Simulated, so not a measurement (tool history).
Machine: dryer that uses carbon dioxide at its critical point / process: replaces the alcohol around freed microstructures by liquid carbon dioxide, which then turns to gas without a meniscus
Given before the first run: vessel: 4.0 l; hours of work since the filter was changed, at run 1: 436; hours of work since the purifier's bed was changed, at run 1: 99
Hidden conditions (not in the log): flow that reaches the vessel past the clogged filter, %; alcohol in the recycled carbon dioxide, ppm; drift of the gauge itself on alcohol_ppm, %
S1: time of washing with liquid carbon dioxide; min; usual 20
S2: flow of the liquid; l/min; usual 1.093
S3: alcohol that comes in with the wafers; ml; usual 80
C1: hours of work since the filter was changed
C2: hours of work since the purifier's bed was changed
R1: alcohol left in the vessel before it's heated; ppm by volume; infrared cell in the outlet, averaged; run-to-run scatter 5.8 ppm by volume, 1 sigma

| run | hour | S1 | S2 | S3 | C1 | C2 | R1 |
|---|---|---|---|---|---|---|---|
| 1 | 0.0 | 20 | 1.093 | 80 | 436 | 99 | 341 |
| 2 | 9.1 | 20 | 1.093 | 80 | 442 | 104 | 355 |
| 3 | 21.2 | 20 | 1.093 | 80 | 450 | 112 | 359 |
| 4 | 28.1 | 20 | 1.093 | 80 | 454 | 117 | 365 |
| 5 | 34.2 | 20 | 1.093 | 80 | 458 | 121 | 351 |
| 6 | 41.7 | 20 | 1.093 | 80 | 463 | 125 | 359 |
| 7 | 55.2 | 20 | 1.093 | 80 | 471 | 134 | 360 |
| 8 | 65.2 | 20 | 1.093 | 80 | 478 | 141 | 372 |
| 9 | 71.0 | 20 | 1.093 | 80 | 482 | 144 | 369 |
| 10 | 79.0 | 20 | 1.093 | 80 | 487 | 149 | 390 |
| 11 | 87.1 | 20 | 1.093 | 52 | 492 | 155 | 256 |
|  | 89.1 | inlet filter changed |
| 12 | 95.2 | 32 | 1.093 | 80 | 4 | 159 | 25 |
| 13 | 101.1 | 32 | 1.093 | 80 | 8 | 163 | 34 |
| 14 | 111.1 | 32 | 1.093 | 80 | 14 | 169 | 35 |
| 15 | 124.9 | 32 | 1.093 | 80 | 23 | 178 | 32 |
| 16 | 136.2 | 20 | 1.550 | 80 | 30 | 186 | 48 |
| 17 | 149.7 | 20 | 1.550 | 80 | 39 | 194 | 55 |
| 18 | 161.3 | 20 | 1.600 | 80 | 46 | 202 | 47 |
| 19 | 167.9 | 20 | 1.600 | 80 | 51 | 206 | 51 |
| 20 | 177.9 | 20 | 1.600 | 80 | 57 | 212 | 50 |
| 21 | 188.1 | 20 | 1.093 | 80 | 64 | 219 | 237 |
| 22 | 194.6 | 20 | 1.093 | 80 | 68 | 223 | 251 |
| 23 | 200.7 | 20 | 1.093 | 80 | 72 | 227 | 247 |
| 24 | 211.4 | 20 | 1.340 | 106 | 79 | 234 | 132 |
| 25 | 219.5 | 29 | 1.093 | 88 | 84 | 239 | 61 |
| 26 | 232.8 | 29 | 0.710 | 88 | 93 | 248 | 353 |
| 27 | 241.7 | 18 | 0.710 | 46 | 98 | 254 | 880 |
| 28 | 251.0 | 18 | 0.820 | 46 | 104 | 260 | 595 |
| 29 | 258.2 | 18 | 0.820 | 46 | 109 | 264 | 602 |
| 30 | 267.1 | 31 | 1.400 | 29 | 115 | 270 | 29 |
| 31 | 278.4 | 31 | 1.400 | 29 | 122 | 277 | 29 |
| 32 | 291.9 | 28 | 1.040 | 70 | 131 | 286 | 86 |
| 33 | 301.2 | 28 | 1.040 | 70 | 137 | 292 | 84 |
| 34 | 309.0 | 28 | 0.840 | 29 | 142 | 297 | 104 |
| 35 | 318.1 | 31 | 0.760 | 29 | 147 | 303 | 90 |
| 36 | 324.2 | 31 | 0.760 | 29 | 151 | 307 | 98 |
| 37 | 337.5 | 31 | 0.760 | 29 | 160 | 315 | 100 |
| 38 | 347.2 | 31 | 1.850 | 29 | 166 | 321 | 33 |
| 39 | 358.4 | 20 | 1.470 | 74 | 173 | 329 | 89 |
| 40 | 367.7 | 20 | 1.470 | 74 | 179 | 335 | 85 |
| 41 | 374.8 | 20 | 1.680 | 74 | 184 | 339 | 53 |
| 42 | 382.7 | 20 | 1.270 | 28 | 189 | 344 | 95 |
| 43 | 396.5 | 31 | 0.750 | 39 | 198 | 353 | 144 |
| 44 | 402.8 | 27 | 0.990 | 120 | 202 | 357 | 188 |
| 45 | 410.2 | 27 | 0.990 | 120 | 207 | 362 | 187 |
| 46 | 416.5 | 18 | 0.710 | 94 | 211 | 366 | 1956 |

Table of differences, measured result less the result of that run with no hidden state. Run-to-run variation is the same in both. Gauge scatter possibly is not:
| run | R1 |
|---|---|
| 1 | +148 |
| 2 | +152 |
| 3 | +157 |
| 4 | +161 |
| 5 | +158 |
| 6 | +162 |
| 7 | +163 |
| 8 | +169 |
| 9 | +168 |
| 10 | +180 |
| 11 | +121 |
| 12 | +16 |
| 13 | +17 |
| 14 | +18 |
| 15 | +19 |
| 16 | +20 |
| 17 | +23 |
| 18 | +22 |
| 19 | +23 |
| 20 | +24 |
| 21 | +41 |
| 22 | +45 |
| 23 | +45 |
| 24 | +37 |
| 25 | +29 |
| 26 | +62 |
| 27 | +91 |
| 28 | +79 |
| 29 | +81 |
| 30 | +26 |
| 31 | +27 |
| 32 | +37 |
| 33 | +39 |
| 34 | +41 |
| 35 | +41 |
| 36 | +42 |
| 37 | +44 |
| 38 | +30 |
| 39 | +46 |
| 40 | +47 |
| 41 | +40 |
| 42 | +46 |
| 43 | +58 |
| 44 | +75 |
| 45 | +77 |
| 46 | +325 |

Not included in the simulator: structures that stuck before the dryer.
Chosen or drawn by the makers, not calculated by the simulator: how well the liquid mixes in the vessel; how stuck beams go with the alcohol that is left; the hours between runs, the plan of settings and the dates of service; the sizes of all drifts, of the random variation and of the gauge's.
